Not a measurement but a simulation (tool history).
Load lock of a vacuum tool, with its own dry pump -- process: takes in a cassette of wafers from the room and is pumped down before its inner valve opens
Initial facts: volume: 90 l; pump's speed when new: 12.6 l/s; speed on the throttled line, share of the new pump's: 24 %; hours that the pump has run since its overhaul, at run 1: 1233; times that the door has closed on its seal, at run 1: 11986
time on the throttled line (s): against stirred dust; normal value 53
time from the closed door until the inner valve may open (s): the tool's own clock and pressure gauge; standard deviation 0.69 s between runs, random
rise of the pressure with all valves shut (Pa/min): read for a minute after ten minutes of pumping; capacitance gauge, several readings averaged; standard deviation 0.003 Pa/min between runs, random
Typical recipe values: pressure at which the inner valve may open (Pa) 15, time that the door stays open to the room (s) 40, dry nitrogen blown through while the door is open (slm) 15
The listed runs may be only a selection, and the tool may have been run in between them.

| run | hour | time on the throttled line (s) | pressure at which the inner valve may open (Pa) | time that the door stays open to the room (s) | dry nitrogen blown through while the door is open (slm) | hours that the pump has run since its overhaul | times that the door has closed on its seal | incoming humidity of the room's air, % | time from the closed door until the inner valve may open (s) | rise of the pressure with all valves shut (Pa/min) |
|---|---|---|---|---|---|---|---|---|---|---|
| 1 | 0.0 | 53 | 15 | 40 | 15 | 1233 | 11986 | 42.6 | 103.8 | 0.066 |
| 2 | 108.1 | 53 | 15 | 40 | 15 | 1341 | 12272 | 46.6 | 104.9 | 0.067 |
| 3 | 179.5 | 53 | 15 | 40 | 15 | 1413 | 12461 | 45.4 | 102.5 | 0.070 |
| 4 | 234.7 | 53 | 15 | 40 | 15 | 1468 | 12607 | 47.7 | 103.6 | 0.076 |
| 5 | 288.9 | 53 | 15 | 40 | 41 | 1522 | 12750 | 45.6 | 105.1 | 0.062 |
| 6 | 374.3 | 53 | 15 | 40 | 15 | 1607 | 12976 | 47.5 | 104.7 | 0.071 |
| 7 | 471.3 | 53 | 15 | 40 | 15 | 1704 | 13232 | 42.2 | 103.7 | 0.076 |
| 8 | 548.9 | 53 | 15 | 40 | 15 | 1782 | 13438 | 44.9 | 104.5 | 0.080 |
| 9 | 653.4 | 53 | 15 | 40 | 15 | 1887 | 13714 | 43.5 | 105.2 | 0.072 |
| 10 | 724.9 | 53 | 15 | 40 | 15 | 1958 | 13903 | 45.2 | 103.7 | 0.077 |
| 11 | 791.6 | 53 | 15 | 27 | 15 | 2025 | 14079 | 46.1 | 104.6 | 0.077 |
| 12 | 851.5 | 53 | 15 | 27 | 15 | 2085 | 14237 | 44.6 | 104.5 | 0.080 |
| 13 | 924.0 | 53 | 15 | 153 | 10 | 2157 | 14429 | 44.5 | 105.8 | 0.100 |
| 14 | 1029.6 | 53 | 15 | 153 | 10 | 2263 | 14708 | 45.5 | 104.9 | 0.109 |
| 15 | 1121.6 | 58 | 13 | 40 | 15 | 2355 | 14952 | 46.7 | 109.0 | 0.085 |
| 16 | 1207.8 | 58 | 13 | 40 | 15 | 2441 | 15179 | 46.6 | 109.6 | 0.085 |
| 17 | 1288.2 | 58 | 13 | 40 | 15 | 2521 | 15392 | 44.5 | 109.6 | 0.086 |
| 18 | 1351.0 | 33 | 13 | 40 | 15 | 2584 | 15558 | 45.1 | 89.3 | 0.086 |
| 19 | 1423.4 | 33 | 13 | 40 | 15 | 2657 | 15749 | 48.6 | 91.2 | 0.095 |
| 20 | 1485.6 | 27 | 13 | 40 | 44 | 2719 | 15914 | 48.3 | 87.1 | 0.083 |
| 21 | 1602.7 | 38 | 28 | 40 | 35 | 2836 | 16223 | 44.0 | 88.2 | 0.082 |
| 22 | 1690.8 | 38 | 24 | 40 | 35 | 2924 | 16456 | 46.8 | 89.9 | 0.092 |
| 23 | 1775.8 | 38 | 24 | 40 | 35 | 3009 | 16681 | 43.8 | 89.6 | 0.082 |

Below, some changes in time from the closed door until the inner valve may open (s) between adjacent runs. For each, the amount present without the hidden state too (settings, incoming material, random variation) and the amount remaining for the hidden state with gauge scatter not shared by both compared results:
The hidden state here: pump's speed, % of a new pump's; leak at the door's seal, Pa l/s; drift of the gauge itself on ready_s, %; drift of the gauge itself on rise_pa_min, %.
Run 17 -> 18: time on the throttled line (s) 58 -> 33. time from the closed door until the inner valve may open (s) -20.3: hidden state +0.2, all else -20.5.
Run 19 -> 20: time on the throttled line (s) 33 -> 27, dry nitrogen blown through while the door is open (slm) 15 -> 44. time from the closed door until the inner valve may open (s) -4.1: hidden state +0.1, all else -4.2.
Run 20 -> 21: time on the throttled line (s) 27 -> 38, pressure at which the inner valve may open (Pa) 13 -> 28, dry nitrogen blown through while the door is open (slm) 44 -> 35. time from the closed door until the inner valve may open (s) +1.1: hidden state -0.2, all else +1.3.
